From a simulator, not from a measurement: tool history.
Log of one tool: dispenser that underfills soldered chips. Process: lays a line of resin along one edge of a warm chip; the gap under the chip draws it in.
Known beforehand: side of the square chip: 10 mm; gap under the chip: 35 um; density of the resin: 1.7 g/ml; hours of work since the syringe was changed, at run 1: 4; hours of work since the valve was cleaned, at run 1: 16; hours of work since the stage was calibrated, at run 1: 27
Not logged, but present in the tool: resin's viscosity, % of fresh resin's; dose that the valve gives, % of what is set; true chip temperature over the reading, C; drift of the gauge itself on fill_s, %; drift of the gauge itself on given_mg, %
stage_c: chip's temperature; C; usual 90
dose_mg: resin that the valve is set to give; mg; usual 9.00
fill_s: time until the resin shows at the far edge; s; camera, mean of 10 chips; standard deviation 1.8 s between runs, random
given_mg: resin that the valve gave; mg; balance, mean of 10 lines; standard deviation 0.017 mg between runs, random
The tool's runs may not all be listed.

run,day,stage_c,dose_mg,hours of work since the syringe was changed,hours of work since the valve was cleaned,hours of work since the stage was calibrated,fill_s,given_mg
1,0.000,90,9.00,4,16,27,204.4,8.90
2,0.096,90,9.00,5,18,28,221.9,8.89
# day 0.125: new syringe of resin
3,0.308,90,9.00,3,21,31,201.5,8.88
4,0.417,90,9.00,4,23,33,214.3,8.88
# day 0.479: new syringe of resin
5,0.567,90,9.00,1,25,35,187.5,8.88
6,0.712,90,9.00,4,27,37,208.7,8.85
# day 0.833: new syringe of resin
7,0.842,90,9.00,0,29,39,178.9,8.84
8,0.988,90,9.00,2,31,41,198.6,8.81
9,1.075,90,9.00,4,32,43,209.4,8.84
10,1.162,78,9.00,5,34,44,320.3,8.81
# day 1.188: new syringe of resin
11,1.350,78,9.00,2,36,47,292.9,8.80
# day 1.550: new syringe of resin
12,1.554,90,9.00,0,39,50,183.7,8.76
# day 1.688: dispensing valve cleaned and set on the balance
13,1.717,90,9.00,2,0,52,197.4,9.01
14,1.825,90,9.00,4,2,53,207.0,8.99
# day 1.946: new syringe of resin
15,1.983,99,9.00,1,4,55,139.3,8.99
16,2.071,99,9.00,2,6,57,145.2,8.96
17,2.217,99,9.00,4,8,59,159.3,8.96
# day 2.300: new syringe of resin
18,2.354,99,7.69,1,10,61,148.3,7.60
19,2.496,79,9.98,3,12,63,285.0,9.91
20,2.588,83,10.74,4,13,64,262.5,10.65
# day 2.658: new syringe of resin
21,2.754,83,10.74,1,16,67,234.7,10.61
22,2.879,90,8.21,3,18,69,208.5,8.13
# day 3.008: new syringe of resin
23,3.008,100,11.20,0,19,71,129.6,11.04
24,3.167,92,8.59,2,22,73,186.2,8.46
25,3.267,92,8.59,4,23,74,201.5,8.43
# day 3.362: new syringe of resin
26,3.421,92,8.59,1,26,77,171.5,8.46
27,3.546,92,8.59,3,27,79,185.3,8.44
28,3.646,99,11.28,4,29,80,155.9,11.10
# day 3.717: new syringe of resin
29,3.825,105,8.15,2,32,83,125.0,7.97
30,4.017,97,8.83,5,34,86,174.6,8.62
# day 4.075: new syringe of resin
31,4.179,82,8.91,2,37,88,244.2,8.69
32,4.288,82,8.91,3,38,90,260.0,8.70
# day 4.421: new syringe of resin
# day 4.483: dispensing valve cleaned and set on the balance
33,4.521,85,8.68,1,1,92,213.7,8.70
34,4.692,85,8.68,3,3,95,237.1,8.63
# day 4.825: new syringe of resin
35,4.875,87,9.75,1,6,97,201.6,9.73

Across each entry between runs, compare the hidden state at the last listed run before it with the hidden state at the first listed run after it:
Logged between run 2 and run 3: new syringe of resin (day 0.125)
  resin's viscosity, % of fresh resin's: 122.9 -> 110.8; dose that the valve gives, % of what is set: 98.9 -> 98.7; true chip temperature over the reading, C: 0.09 -> 0.1
  the result without the hidden state subtracted from the measured one, fill_s: +41.1 -> +19.5 s; given_mg: -0.10 -> -0.11 mg
Logged between run 4 and run 5: new syringe of resin (day 0.479)
  resin's viscosity, % of fresh resin's: 118.9 -> 104.7; dose that the valve gives, % of what is set: 98.6 -> 98.46; true chip temperature over the reading, C: 0.11 -> 0.12
  the result without the hidden state subtracted from the measured one, fill_s: +33.9 -> +8.2 s; given_mg: -0.13 -> -0.14 mg
Logged between run 6 and run 7: new syringe of resin (day 0.833)
  resin's viscosity, % of fresh resin's: 114.7 -> 99.5; dose that the valve gives, % of what is set: 98.32 -> 98.19
  the result without the hidden state subtracted from the measured one, fill_s: +26.7 -> -1.0 s; given_mg: -0.15 -> -0.16 mg
Logged between run 10 and run 11: new syringe of resin (day 1.188)
  resin's viscosity, % of fresh resin's: 121.7 -> 113.6; dose that the valve gives, % of what is set: 97.87 -> 97.69; true chip temperature over the reading, C: 0.16 -> 0.17
  the result without the hidden state subtracted from the measured one, fill_s: +56.6 -> +34.7 s; given_mg: -0.19 -> -0.21 mg
Logged between run 11 and run 12: new syringe of resin (day 1.550)
  resin's viscosity, % of fresh resin's: 113.6 -> 101.7; dose that the valve gives, % of what is set: 97.69 -> 97.51; true chip temperature over the reading, C: 0.17 -> 0.18
  the result without the hidden state subtracted from the measured one, fill_s: +34.7 -> +2.8 s; given_mg: -0.21 -> -0.22 mg
Logged between run 12 and run 13: dispensing valve cleaned and set on the balance (day 1.688)
  resin's viscosity, % of fresh resin's: 101.7 -> 109.8; dose that the valve gives, % of what is set: 97.51 -> 99.96; true chip temperature over the reading, C: 0.18 -> 0.19
  the result without the hidden state subtracted from the measured one, fill_s: +2.8 -> +16.7 s; given_mg: -0.22 -> +0.00 mg
Logged between run 14 and run 15: new syringe of resin (day 1.946)
  resin's viscosity, % of fresh resin's: 117.5 -> 102; dose that the valve gives, % of what is set: 99.86 -> 99.71; true chip temperature over the reading, C: 0.2 -> 0.21
  the result without the hidden state subtracted from the measured one, fill_s: +29.8 -> +1.9 s; given_mg: -0.01 -> -0.02 mg
Logged between run 17 and run 18: new syringe of resin (day 2.300)
  resin's viscosity, % of fresh resin's: 117.9 -> 103.2; dose that the valve gives, % of what is set: 99.48 -> 99.35; true chip temperature over the reading, C: 0.22 -> 0.23
  the result without the hidden state subtracted from the measured one, fill_s: +23.4 -> +3.9 s; given_mg: -0.05 -> -0.05 mg
Logged between run 20 and run 21: new syringe of resin (day 2.658)
  resin's viscosity, % of fresh resin's: 119.7 -> 106.6; dose that the valve gives, % of what is set: 99.12 -> 98.97; true chip temperature over the reading, C: 0.25 -> 0.26
  the result without the hidden state subtracted from the measured one, fill_s: +41.5 -> +12.8 s; given_mg: -0.10 -> -0.11 mg
Logged between run 22 and run 23: new syringe of resin (day 3.008)
  resin's viscosity, % of fresh resin's: 115.2 -> 100.2; dose that the valve gives, % of what is set: 98.86 -> 98.75; true chip temperature over the reading, C: 0.27 -> 0.28
  the result without the hidden state subtracted from the measured one, fill_s: +26.6 -> -0.6 s; given_mg: -0.09 -> -0.14 mg
Logged between run 25 and run 26: new syringe of resin (day 3.362)
  resin's viscosity, % of fresh resin's: 118.1 -> 101.5; dose that the valve gives, % of what is set: 98.47 -> 98.33; true chip temperature over the reading, C: 0.29 -> 0.3
  the result without the hidden state subtracted from the measured one, fill_s: +29.9 -> +1.6 s; given_mg: -0.13 -> -0.14 mg
Logged between run 28 and run 29: new syringe of resin (day 3.717)
  resin's viscosity, % of fresh resin's: 117.2 -> 107.4; dose that the valve gives, % of what is set: 98.1 -> 97.93; true chip temperature over the reading, C: 0.32 -> 0.33
  the result without the hidden state subtracted from the measured one, fill_s: +21.8 -> +8.2 s; given_mg: -0.22 -> -0.17 mg
Logged between run 30 and run 31: new syringe of resin (day 4.075)
  resin's viscosity, % of fresh resin's: 120.9 -> 106.5; dose that the valve gives, % of what is set: 97.74 -> 97.58; true chip temperature over the reading, C: 0.35 -> 0.36
  the result without the hidden state subtracted from the measured one, fill_s: +29.3 -> +13.2 s; given_mg: -0.20 -> -0.22 mg
Logged between run 32 and run 33: new syringe of resin (day 4.421); dispensing valve cleaned and set on the balance (day 4.483)
  resin's viscosity, % of fresh resin's: 114.2 -> 101.4; dose that the valve gives, % of what is set: 97.47 -> 99.95; true chip temperature over the reading, C: 0.37 -> 0.38
  the result without the hidden state subtracted from the measured one, fill_s: +30.6 -> +0.5 s; given_mg: -0.22 -> +0.00 mg
Logged between run 34 and run 35: new syringe of resin (day 4.825)
  resin's viscosity, % of fresh resin's: 112.8 -> 105.5; dose that the valve gives, % of what is set: 99.78 -> 99.6; true chip temperature over the reading, C: 0.39 -> 0.4
  the result without the hidden state subtracted from the measured one, fill_s: +24.4 -> +8.2 s; given_mg: -0.02 -> -0.04 mg
